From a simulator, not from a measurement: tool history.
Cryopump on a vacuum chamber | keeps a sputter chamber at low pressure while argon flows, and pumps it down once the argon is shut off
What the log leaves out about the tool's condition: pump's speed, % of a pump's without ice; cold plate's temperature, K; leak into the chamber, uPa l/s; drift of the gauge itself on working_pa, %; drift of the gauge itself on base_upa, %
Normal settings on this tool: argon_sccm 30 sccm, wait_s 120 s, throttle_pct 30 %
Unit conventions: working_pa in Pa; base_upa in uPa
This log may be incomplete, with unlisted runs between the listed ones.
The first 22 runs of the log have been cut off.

run     day  argon_sccm  wait_s  throttle_pct  hours of work since the pump was warmed up and emptied  hours of work since the cold head was overhauled  hours of work since the chamber's fittings were tightened  working_pa  base_upa
 23  19.358          24      44            18                                                     138                                               630                                                       1193      0.1035      1.22
 24  20.346          26      98            28                                                     148                                               640                                                       1203       0.073      0.81
 25  21.004          18      31            30                                                     155                                               647                                                       1210      0.0472      1.59
 26  22.096          39     120            30                                                     166                                               658                                                       1221      0.1022      0.77
 27  22.912          39     120            36                                                     175                                               667                                                       1229      0.0852      0.74
 28  23.788          39     120            36                                                     184                                               676                                                       1238      0.0863      0.75
 29  24.817          26      21            48                                                     194                                               686                                                       1249      0.0432      2.17
 30  25.921          16      36            30                                                     205                                               697                                                       1260      0.0427      1.47
 31  27.058          23     154            50                                                     217                                               709                                                       1272      0.0375      0.68
 32  28.054          30     120            55                                                     227                                               719                                                       1282      0.0447      0.83
 33    28.7          26      62            18                                                     234                                               726                                                       1288      0.1127      1.07
 34  29.629          21      95            18                                                     243                                               735                                                       1298      0.0911      0.86

Here are 3 independent what-if runs from the current tool condition. What would each one return?
  A  30.496          30     120            46                                                     252                                               744                                                       1307           ?         ?
  B  30.496          15     120            30                                                     252                                               744                                                       1307           ?         ?
  C  30.496          53      95            49                                                     252                                               744                                                       1307           ?         ?

run  working_pa  base_upa
  A      0.0527       0.8
  B      0.0399      0.79
  C      0.0876      0.88
Without the tool's unlogged condition, the same runs would have read:
run  working_pa  base_upa
  A      0.0496      0.46
  B      0.0383      0.45
  C      0.0822      0.53
